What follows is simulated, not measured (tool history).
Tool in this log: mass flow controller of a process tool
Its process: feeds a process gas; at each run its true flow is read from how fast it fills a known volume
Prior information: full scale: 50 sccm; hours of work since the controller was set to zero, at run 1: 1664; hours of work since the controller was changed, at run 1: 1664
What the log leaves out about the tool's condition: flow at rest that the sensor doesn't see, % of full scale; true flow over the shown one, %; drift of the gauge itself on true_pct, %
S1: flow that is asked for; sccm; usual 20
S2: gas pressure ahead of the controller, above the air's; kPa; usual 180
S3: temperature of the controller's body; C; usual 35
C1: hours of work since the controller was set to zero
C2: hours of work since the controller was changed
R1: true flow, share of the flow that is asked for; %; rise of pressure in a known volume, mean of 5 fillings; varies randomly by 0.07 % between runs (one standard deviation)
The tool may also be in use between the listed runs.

run,hour,S1,S2,S3,C1,C2,R1
1,0,20,180,35,1664,1664,98.54
2,145.9,20,271,35,1741,1741,98.23
3,308.2,20,272,35,1826,1826,98.37
4,451.3,20,272,35,1902,1902,98.5
5,592.9,20,272,35,1976,1976,98.37
6,687.7,20,198,35,2026,2026,98.61
7,767.6,20,198,35,2068,2068,98.5
8,875.6,20,180,35,2125,2125,98.73
9,978.1,20,180,35,2179,2179,98.68
10,1144.7,20,180,35,2266,2266,98.82
11,1303.4,20,158,35,2350,2350,98.67
12,1442.6,20,158,35,2423,2423,98.89
13,1526.9,20,158,30,2467,2467,99.31
14,1627.8,20,158,30,2520,2520,99.33
15,1698.9,40,180,35,2558,2558,99.45
16,1856,20,180,35,2640,2640,98.69
17,1981.9,20,180,35,2707,2707,98.77
18,2127.7,20,180,35,2783,2783,98.71
19,2289,20,180,35,2868,2868,98.76
20,2364.1,20,180,35,2908,2908,98.8
21,2472,20,180,35,2964,2964,98.84
22,2599.5,20,151,35,3031,3031,98.85
23,2690.1,20,151,35,3079,3079,98.89
24,2833.9,20,224,36,3155,3155,98.49
25,2981.6,20,180,31,3232,3232,99.27
26,3119.1,20,180,31,3305,3305,99.18
27,3219.2,14,180,23,3357,3357,99.71
28,3295.8,20,180,32,3397,3397,99.09
29,3459.5,20,180,36,3484,3484,98.67
30,3557.6,20,180,36,3535,3535,98.74

Expected results for the next run?
31,3693.9,20,180,36,3607,3607,?

Logged for run 31: R1 98.75 %.
Without the tool's hidden state the same run would have given R1 98.16 %.

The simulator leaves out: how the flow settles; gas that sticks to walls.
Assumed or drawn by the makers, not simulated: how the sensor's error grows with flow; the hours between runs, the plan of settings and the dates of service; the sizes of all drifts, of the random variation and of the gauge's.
